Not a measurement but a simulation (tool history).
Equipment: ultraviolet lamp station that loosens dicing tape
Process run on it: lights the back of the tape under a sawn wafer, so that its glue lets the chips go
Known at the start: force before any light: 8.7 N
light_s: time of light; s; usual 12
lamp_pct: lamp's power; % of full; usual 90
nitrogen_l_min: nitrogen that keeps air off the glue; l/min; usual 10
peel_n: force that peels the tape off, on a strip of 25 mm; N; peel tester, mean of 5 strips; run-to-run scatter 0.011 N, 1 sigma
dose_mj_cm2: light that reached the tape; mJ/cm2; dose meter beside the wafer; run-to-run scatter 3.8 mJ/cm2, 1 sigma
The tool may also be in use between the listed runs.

{"run": 1, "hour": 0.0, "light_s": 12, "lamp_pct": 90, "nitrogen_l_min": 10, "peel_n": 0.519, "dose_mj_cm2": 634}
{"run": 2, "hour": 10.5, "light_s": 12, "lamp_pct": 90, "nitrogen_l_min": 10, "peel_n": 0.496, "dose_mj_cm2": 643}
{"run": 3, "hour": 25.2, "light_s": 12, "lamp_pct": 71, "nitrogen_l_min": 10, "peel_n": 0.855, "dose_mj_cm2": 498}
{"run": 4, "hour": 35.0, "light_s": 12, "lamp_pct": 71, "nitrogen_l_min": 10, "peel_n": 0.868, "dose_mj_cm2": 506}
{"run": 5, "hour": 43.1, "light_s": 12, "lamp_pct": 71, "nitrogen_l_min": 10, "peel_n": 0.863, "dose_mj_cm2": 501}
{"run": 6, "hour": 53.5, "light_s": 12, "lamp_pct": 90, "nitrogen_l_min": 10, "peel_n": 0.502, "dose_mj_cm2": 629}
{"run": 7, "hour": 62.0, "light_s": 12, "lamp_pct": 90, "nitrogen_l_min": 15, "peel_n": 0.376, "dose_mj_cm2": 634}
{"run": 8, "hour": 72.5, "light_s": 12, "lamp_pct": 90, "nitrogen_l_min": 15, "peel_n": 0.374, "dose_mj_cm2": 632}
{"run": 9, "hour": 80.4, "light_s": 12, "lamp_pct": 90, "nitrogen_l_min": 15, "peel_n": 0.364, "dose_mj_cm2": 638}
{"run": 10, "hour": 86.5, "light_s": 12, "lamp_pct": 90, "nitrogen_l_min": 15, "peel_n": 0.384, "dose_mj_cm2": 634}
{"run": 11, "hour": 96.6, "light_s": 12, "lamp_pct": 90, "nitrogen_l_min": 15, "peel_n": 0.383, "dose_mj_cm2": 634}
{"run": 12, "hour": 110.4, "light_s": 12, "lamp_pct": 90, "nitrogen_l_min": 10, "peel_n": 0.53, "dose_mj_cm2": 639}
{"run": 13, "hour": 120.2, "light_s": 14, "lamp_pct": 90, "nitrogen_l_min": 10, "peel_n": 0.351, "dose_mj_cm2": 736}
{"run": 14, "hour": 126.9, "light_s": 22, "lamp_pct": 97, "nitrogen_l_min": 4, "peel_n": 0.24, "dose_mj_cm2": 1256}

For run 15, what comes out?
{"run": 15, "hour": 137.9, "light_s": 8, "lamp_pct": 96, "nitrogen_l_min": 3, "peel_n": "?", "dose_mj_cm2": "?"}

{"run 15": {"peel_n": 2.208, "dose_mj_cm2": 445}}
With the hidden condition absent and the run-to-run variation left alone, this run would have shown peel_n 2.202 N, dose_mj_cm2 446 mJ/cm2.
